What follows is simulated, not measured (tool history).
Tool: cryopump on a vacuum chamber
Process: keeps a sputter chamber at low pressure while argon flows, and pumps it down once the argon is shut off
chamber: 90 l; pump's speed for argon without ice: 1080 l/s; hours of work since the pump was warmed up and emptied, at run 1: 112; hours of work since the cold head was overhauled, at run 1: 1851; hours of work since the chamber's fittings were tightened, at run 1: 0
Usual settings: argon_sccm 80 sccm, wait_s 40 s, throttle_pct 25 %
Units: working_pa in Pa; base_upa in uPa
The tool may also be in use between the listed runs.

run     day  argon_sccm  wait_s  throttle_pct  hours of work since the pump was warmed up and emptied  hours of work since the cold head was overhauled  hours of work since the chamber's fittings were tightened  working_pa  base_upa
  1       0          80      40            25                                                     112                                              1851                                                          0      0.5138      3.01
  2   3.954          80      40            25                                                     178                                              1918                                                         66      0.5214      3.25
  3   8.696          80      40            16                                                     258                                              1997                                                        145      0.8124      3.43
  4  11.483          80      40            25                                                     304                                              2044                                                        192      0.5338      3.51
     15.492  -- pump warmed up, emptied and cooled again
  5  15.608          69      40            25                                                       2                                              2109                                                        258      0.4382      3.43
  6  20.325          69      40            25                                                      81                                              2188                                                        337      0.4406      3.68
  7  23.267          99      40            25                                                     130                                              2237                                                        386      0.6422      3.73
  8  25.758          99      40            25                                                     172                                              2279                                                        428      0.6469      3.76
  9  28.662          80      40            25                                                     220                                              2327                                                        476      0.5252      3.87
 10  31.183          80      40            25                                                     262                                              2370                                                        518      0.5325         4
 11  35.317          80      40            25                                                     332                                              2439                                                        587      0.5439      4.21
     37.646  -- pump warmed up, emptied and cooled again
 12  37.654          62      71            32                                                       0                                              2474                                                        623      0.3069      2.76
 13  42.067          95      71            30                                                      74                                              2548                                                        697      0.5077      3.01
 14  45.829          46      40            51                                                     137                                              2611                                                        760      0.1503      4.41
 15  49.108          46      40            51                                                     192                                              2666                                                        815      0.1547      4.53
 16  52.596          46      40            51                                                     250                                              2724                                                        873      0.1579      4.93
 17  55.458          46      40            51                                                     298                                              2772                                                        921      0.1627      4.91
     59.796  -- pump warmed up, emptied and cooled again
 18  59.925          40      73            17                                                       2                                              2844                                                        992      0.3729      3.34
 19  62.146          40      73            17                                                      39                                              2881                                                       1029      0.3738      3.51
 20  65.008          40      22            17                                                      87                                              2929                                                       1077      0.3737      7.03
 21  67.221         153      22            19                                                     124                                              2966                                                       1114      1.2922      7.32
 22   71.55          71      97            53                                                     197                                              3038                                                       1187      0.2305      3.68

Forecast each of these 5 alternatives for the next run:
  A  73.633          80     108            26                                                     232                                              3073                                                       1221           ?         ?
  B  73.633         144      30            27                                                     232                                              3073                                                       1221           ?         ?
  C  73.633         154      43            45                                                     232                                              3073                                                       1221           ?         ?
  D  73.633          71      74            53                                                     232                                              3073                                                       1221           ?         ?
  E  73.633          89      33            27                                                     232                                              3073                                                       1221           ?         ?

run  working_pa  base_upa
  A      0.5095      3.62
  B      0.8862       6.2
  C      0.5886       5.3
  D      0.2369      4.15
  E      0.5467       5.8
Without the tool's hidden state the same runs would have given:
run  working_pa  base_upa
  A      0.4806      1.27
  B      0.8341      3.85
  C      0.5331      2.86
  D       0.211      1.77
  E      0.5145      3.47
